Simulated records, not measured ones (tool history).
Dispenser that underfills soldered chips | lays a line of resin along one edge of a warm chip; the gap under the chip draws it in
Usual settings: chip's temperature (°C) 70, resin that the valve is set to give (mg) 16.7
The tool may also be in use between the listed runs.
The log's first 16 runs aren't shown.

run	hour	chip's temperature (°C)	resin that the valve is set to give (mg)	hours of work since the syringe was changed	hours of work since the valve was cleaned	hours of work since the stage was calibrated	time until the resin shows at the far edge (s)	resin that the valve gave (mg)
# hour 203.9: new syringe of resin
17	212	70	19	6	85	287	259.8	17.97
# hour 217.7: new syringe of resin
18	223.3	65	16.7	4	93	295	281.3	15.8
# hour 227.8: dispensing valve cleaned and set on the balance
# hour 233: new syringe of resin
19	234.3	68	16.9	1	5	302	211.9	16.85
20	243	58	16.3	7	11	309	458.2	16.18
# hour 246.9: new syringe of resin
21	257.4	70	14.8	8	21	319	298.2	14.59
# hour 260.5: new syringe of resin
22	268.3	70	17.2	6	29	327	259.4	16.84
# hour 274.2: new syringe of resin
23	283	78	14.3	6	40	337	213.8	13.76
# hour 287.6: new syringe of resin
24	297.2	83	19.5	7	50	348	172	18.86
# hour 301.4: new syringe of resin
25	306.6	72	18.5	4	57	354	208.5	17.78
# hour 314.9: new syringe of resin
26	314.9	72	18.5	0	63	360	166.1	17.67
27	323.8	60	20	7	69	367	377.9	19.08
# hour 328.1: new syringe of resin
28	337.6	57	20.8	7	79	377	442	19.68
# hour 341.6: new syringe of resin
29	346.5	61	14.9	4	85	383	333.3	14.07
# hour 355.4: new syringe of resin
# hour 361.3: dispensing valve cleaned and set on the balance
30	361.3	61	14.9	4	0	393	323.5	14.89
# hour 370: new syringe of resin
31	377.4	80	15	5	12	405	182.8	14.78
# hour 384.1: new syringe of resin
32	389.1	80	15	4	20	413	161.4	14.84
# hour 397.5: new syringe of resin
33	397.8	59	15	0	26	419	298.4	14.67

5 ways to go on from here, each from the tool as it stands after run 33. What would each give?
A	409.1	70	15.5	9	34	428	?	?
B	409.1	68	15.2	9	34	428	?	?
C	409.1	62	16.4	9	34	428	?	?
D	409.1	67	19.7	9	34	428	?	?
E	409.1	75	15.3	9	34	428	?	?

run	time until the resin shows at the far edge (s)	resin that the valve gave (mg)
A	314.5	15.2
B	338.7	14.96
C	413	15.9
D	326.8	19.11
E	264.5	14.9
Without the tool's hidden state the same runs would have given:
run	time until the resin shows at the far edge (s)	resin that the valve gave (mg)
A	195.2	15.62
B	210.2	15.37
C	257.4	16.34
D	204.3	19.64
E	163.8	15.31
